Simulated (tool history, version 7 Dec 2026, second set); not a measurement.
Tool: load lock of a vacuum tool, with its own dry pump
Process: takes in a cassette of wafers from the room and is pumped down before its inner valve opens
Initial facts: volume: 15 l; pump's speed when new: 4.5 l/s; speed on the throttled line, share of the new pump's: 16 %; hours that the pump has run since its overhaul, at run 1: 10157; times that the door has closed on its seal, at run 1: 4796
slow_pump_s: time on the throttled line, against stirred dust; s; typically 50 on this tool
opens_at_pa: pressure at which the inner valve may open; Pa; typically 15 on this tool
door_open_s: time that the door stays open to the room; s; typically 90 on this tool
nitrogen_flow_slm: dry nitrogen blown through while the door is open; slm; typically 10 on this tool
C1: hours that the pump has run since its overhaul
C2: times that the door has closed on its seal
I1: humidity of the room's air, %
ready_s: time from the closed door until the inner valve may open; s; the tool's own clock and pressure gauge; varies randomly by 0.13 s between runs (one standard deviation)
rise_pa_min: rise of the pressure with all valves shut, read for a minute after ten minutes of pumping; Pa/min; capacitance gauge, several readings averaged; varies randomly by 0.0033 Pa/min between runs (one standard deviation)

{"run": 1, "hour": 0.0, "slow_pump_s": 50, "opens_at_pa": 15, "door_open_s": 90, "nitrogen_flow_slm": 10, "C1": 10157, "C2": 4796, "I1": 44.9, "ready_s": 72.7, "rise_pa_min": 0.129}
{"run": 2, "hour": 131.7, "slow_pump_s": 50, "opens_at_pa": 15, "door_open_s": 90, "nitrogen_flow_slm": 10, "C1": 10289, "C2": 4931, "I1": 43.6, "ready_s": 72.7, "rise_pa_min": 0.125}
{"run": 3, "hour": 321.9, "slow_pump_s": 50, "opens_at_pa": 19, "door_open_s": 90, "nitrogen_flow_slm": 10, "C1": 10479, "C2": 5126, "I1": 43.0, "ready_s": 71.8, "rise_pa_min": 0.122}
{"run": 4, "hour": 502.8, "slow_pump_s": 50, "opens_at_pa": 19, "door_open_s": 90, "nitrogen_flow_slm": 10, "C1": 10660, "C2": 5311, "I1": 48.5, "ready_s": 71.8, "rise_pa_min": 0.141}
{"run": 5, "hour": 694.1, "slow_pump_s": 50, "opens_at_pa": 15, "door_open_s": 90, "nitrogen_flow_slm": 10, "C1": 10852, "C2": 5507, "I1": 44.0, "ready_s": 73.0, "rise_pa_min": 0.128}
{"run": 6, "hour": 936.6, "slow_pump_s": 50, "opens_at_pa": 15, "door_open_s": 213, "nitrogen_flow_slm": 10, "C1": 11094, "C2": 5755, "I1": 45.0, "ready_s": 72.6, "rise_pa_min": 0.213}
{"run": 7, "hour": 1063.3, "slow_pump_s": 50, "opens_at_pa": 15, "door_open_s": 213, "nitrogen_flow_slm": 10, "C1": 11221, "C2": 5885, "I1": 43.7, "ready_s": 72.6, "rise_pa_min": 0.21}
{"run": 8, "hour": 1337.8, "slow_pump_s": 50, "opens_at_pa": 15, "door_open_s": 213, "nitrogen_flow_slm": 10, "C1": 11495, "C2": 6166, "I1": 45.0, "ready_s": 73.1, "rise_pa_min": 0.213}
{"run": 9, "hour": 1571.1, "slow_pump_s": 50, "opens_at_pa": 15, "door_open_s": 213, "nitrogen_flow_slm": 10, "C1": 11728, "C2": 6405, "I1": 45.7, "ready_s": 72.9, "rise_pa_min": 0.216}
{"run": 10, "hour": 1823.9, "slow_pump_s": 50, "opens_at_pa": 15, "door_open_s": 90, "nitrogen_flow_slm": 10, "C1": 11981, "C2": 6664, "I1": 45.3, "ready_s": 72.7, "rise_pa_min": 0.137}
{"run": 11, "hour": 2016.8, "slow_pump_s": 50, "opens_at_pa": 13, "door_open_s": 52, "nitrogen_flow_slm": 7, "C1": 12174, "C2": 6861, "I1": 47.6, "ready_s": 73.3, "rise_pa_min": 0.118}
{"run": 12, "hour": 2276.1, "slow_pump_s": 46, "opens_at_pa": 15, "door_open_s": 114, "nitrogen_flow_slm": 10, "C1": 12433, "C2": 7127, "I1": 42.1, "ready_s": 69.8, "rise_pa_min": 0.147}
{"run": 13, "hour": 2441.0, "slow_pump_s": 46, "opens_at_pa": 15, "door_open_s": 114, "nitrogen_flow_slm": 10, "C1": 12598, "C2": 7296, "I1": 47.8, "ready_s": 69.6, "rise_pa_min": 0.164}
{"run": 14, "hour": 2583.6, "slow_pump_s": 66, "opens_at_pa": 15, "door_open_s": 90, "nitrogen_flow_slm": 10, "C1": 12741, "C2": 7442, "I1": 45.1, "ready_s": 86.2, "rise_pa_min": 0.139}
{"run": 15, "hour": 2860.5, "slow_pump_s": 66, "opens_at_pa": 15, "door_open_s": 90, "nitrogen_flow_slm": 10, "C1": 13018, "C2": 7725, "I1": 44.2, "ready_s": 86.3, "rise_pa_min": 0.139}
{"run": 16, "hour": 3021.1, "slow_pump_s": 66, "opens_at_pa": 22, "door_open_s": 75, "nitrogen_flow_slm": 10, "C1": 13179, "C2": 7890, "I1": 43.5, "ready_s": 84.8, "rise_pa_min": 0.125}
{"run": 17, "hour": 3207.0, "slow_pump_s": 54, "opens_at_pa": 15, "door_open_s": 90, "nitrogen_flow_slm": 10, "C1": 13364, "C2": 8080, "I1": 45.9, "ready_s": 76.0, "rise_pa_min": 0.147}
{"run": 18, "hour": 3326.3, "slow_pump_s": 54, "opens_at_pa": 15, "door_open_s": 90, "nitrogen_flow_slm": 10, "C1": 13484, "C2": 8202, "I1": 44.6, "ready_s": 76.5, "rise_pa_min": 0.138}
{"run": 19, "hour": 3476.9, "slow_pump_s": 91, "opens_at_pa": 15, "door_open_s": 90, "nitrogen_flow_slm": 18, "C1": 13634, "C2": 8356, "I1": 43.5, "ready_s": 107.1, "rise_pa_min": 0.12}
{"run": 20, "hour": 3617.2, "slow_pump_s": 91, "opens_at_pa": 15, "door_open_s": 90, "nitrogen_flow_slm": 18, "C1": 13775, "C2": 8500, "I1": 46.4, "ready_s": 106.8, "rise_pa_min": 0.127}

Below are 3 alternative next runs, each starting from the tool's condition after run 20. Predict each:
{"run": "A", "hour": 3845.7, "slow_pump_s": 50, "opens_at_pa": 23, "door_open_s": 90, "nitrogen_flow_slm": 10, "C1": 14003, "C2": 8734, "I1": 43.3, "ready_s": "?", "rise_pa_min": "?"}
{"run": "B", "hour": 3845.7, "slow_pump_s": 81, "opens_at_pa": 15, "door_open_s": 35, "nitrogen_flow_slm": 10, "C1": 14003, "C2": 8734, "I1": 44.5, "ready_s": "?", "rise_pa_min": "?"}
{"run": "C", "hour": 3845.7, "slow_pump_s": 38, "opens_at_pa": 11, "door_open_s": 90, "nitrogen_flow_slm": 10, "C1": 14003, "C2": 8734, "I1": 47.0, "ready_s": "?", "rise_pa_min": "?"}

run=A ready_s=71.7 rise_pa_min=0.141
run=B ready_s=98.6 rise_pa_min=0.094
run=C ready_s=64.5 rise_pa_min=0.148
Without the tool's unlogged condition, the same runs would have read:
run=A ready_s=69.8 rise_pa_min=0.117
run=B ready_s=97.1 rise_pa_min=0.070
run=C ready_s=62.3 rise_pa_min=0.124

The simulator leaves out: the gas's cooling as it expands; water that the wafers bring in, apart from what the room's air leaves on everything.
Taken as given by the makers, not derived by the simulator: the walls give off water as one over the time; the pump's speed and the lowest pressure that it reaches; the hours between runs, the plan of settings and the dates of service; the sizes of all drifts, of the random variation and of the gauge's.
